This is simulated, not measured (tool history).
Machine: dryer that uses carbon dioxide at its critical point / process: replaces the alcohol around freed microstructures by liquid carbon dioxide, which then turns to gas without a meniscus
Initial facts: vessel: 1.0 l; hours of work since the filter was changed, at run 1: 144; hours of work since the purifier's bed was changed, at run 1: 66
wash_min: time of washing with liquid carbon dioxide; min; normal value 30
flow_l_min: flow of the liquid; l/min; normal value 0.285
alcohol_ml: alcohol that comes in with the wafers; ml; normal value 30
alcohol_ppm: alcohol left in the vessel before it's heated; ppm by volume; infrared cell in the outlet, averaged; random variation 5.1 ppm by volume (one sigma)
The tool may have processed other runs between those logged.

run	hour	wash_min	flow_l_min	alcohol_ml	hours of work since the filter was changed	hours of work since the purifier's bed was changed	alcohol_ppm
1	0.0	30	0.285	30	144	66	85
2	6.7	30	0.285	30	148	70	105
3	16.2	30	0.285	30	154	76	93
4	24.3	32	0.285	30	159	81	71
5	29.0	32	0.285	30	162	84	76
6	36.7	30	0.417	30	167	88	24
7	41.5	30	0.417	30	170	91	21
8	51.4	35	0.181	26	176	97	384
9	58.9	35	0.181	26	180	102	387
10	67.1	19	0.198	71	185	107	5763
11	74.9	30	0.178	30	190	112	868
12	83.5	34	0.316	75	195	117	66
13	93.2	32	0.285	102	201	123	237
14	99.4	32	0.285	102	205	127	234

Below are 4 alternative next runs, each starting from the tool's condition after run 14. Predict each:
A	106.6	30	0.285	104	210	131	?
B	106.6	43	0.176	106	210	131	?
C	106.6	29	0.284	64	210	131	?
D	106.6	32	0.239	102	210	131	?

run	alcohol_ppm
A	341
B	714
C	272
D	634
Without the tool's hidden state the same runs would have given:
run	alcohol_ppm
A	191
B	441
C	156
D	385
